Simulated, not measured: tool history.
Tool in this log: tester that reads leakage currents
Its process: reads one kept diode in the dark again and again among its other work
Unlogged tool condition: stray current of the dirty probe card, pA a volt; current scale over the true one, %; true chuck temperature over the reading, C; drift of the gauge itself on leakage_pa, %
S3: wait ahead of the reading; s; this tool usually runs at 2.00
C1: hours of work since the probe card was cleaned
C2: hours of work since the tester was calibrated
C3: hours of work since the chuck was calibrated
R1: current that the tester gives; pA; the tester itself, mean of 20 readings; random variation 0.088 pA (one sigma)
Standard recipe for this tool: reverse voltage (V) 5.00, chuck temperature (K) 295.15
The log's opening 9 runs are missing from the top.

run 10 hour=954.3 | reverse_voltage_(V)=1.05 chuck_temperature_(K)=295.15 S3=2.00 | C1=233 C2=1130 C3=658 | R1=14.10
run 11 hour=1023.5 | reverse_voltage_(V)=1.05 chuck_temperature_(K)=295.15 S3=2.00 | C1=263 C2=1160 C3=688 | R1=14.11
-- hour=1060.9 chuck's temperature calibrated
run 12 hour=1170.4 | reverse_voltage_(V)=5.00 chuck_temperature_(K)=295.15 S3=2.00 | C1=326 C2=1223 C3=48 | R1=24.04
run 13 hour=1241.8 | reverse_voltage_(V)=5.00 chuck_temperature_(K)=317.15 S3=2.00 | C1=357 C2=1254 C3=79 | R1=128.33
run 14 hour=1357.0 | reverse_voltage_(V)=5.00 chuck_temperature_(K)=317.15 S3=2.00 | C1=408 C2=1304 C3=129 | R1=128.08
run 15 hour=1512.3 | reverse_voltage_(V)=5.00 chuck_temperature_(K)=317.15 S3=2.00 | C1=475 C2=1372 C3=197 | R1=127.95
run 16 hour=1612.8 | reverse_voltage_(V)=5.00 chuck_temperature_(K)=329.15 S3=2.00 | C1=519 C2=1416 C3=240 | R1=289.38
run 17 hour=1700.4 | reverse_voltage_(V)=5.00 chuck_temperature_(K)=329.15 S3=2.00 | C1=557 C2=1454 C3=278 | R1=291.51
run 18 hour=1847.0 | reverse_voltage_(V)=5.00 chuck_temperature_(K)=295.15 S3=2.00 | C1=621 C2=1517 C3=342 | R1=24.16
run 19 hour=1951.8 | reverse_voltage_(V)=5.00 chuck_temperature_(K)=295.15 S3=2.00 | C1=667 C2=1563 C3=388 | R1=24.11
run 20 hour=2044.6 | reverse_voltage_(V)=5.00 chuck_temperature_(K)=295.15 S3=2.00 | C1=707 C2=1603 C3=428 | R1=24.15
run 21 hour=2186.0 | reverse_voltage_(V)=5.00 chuck_temperature_(K)=311.15 S3=0.65 | C1=769 C2=1665 C3=490 | R1=82.91
run 22 hour=2319.6 | reverse_voltage_(V)=5.00 chuck_temperature_(K)=319.15 S3=0.66 | C1=827 C2=1723 C3=548 | R1=147.60
run 23 hour=2396.9 | reverse_voltage_(V)=5.00 chuck_temperature_(K)=319.15 S3=0.66 | C1=860 C2=1757 C3=582 | R1=147.82

Expected results for the next run?
run 24 hour=2460.3 | reverse_voltage_(V)=1.11 chuck_temperature_(K)=295.15 S3=9.33 | C1=888 C2=1784 C3=609 | R1=?

R1: 14.32 pA
If the tool had no hidden condition, the same run with the same run-to-run variation would have returned R1 14.32 pA.
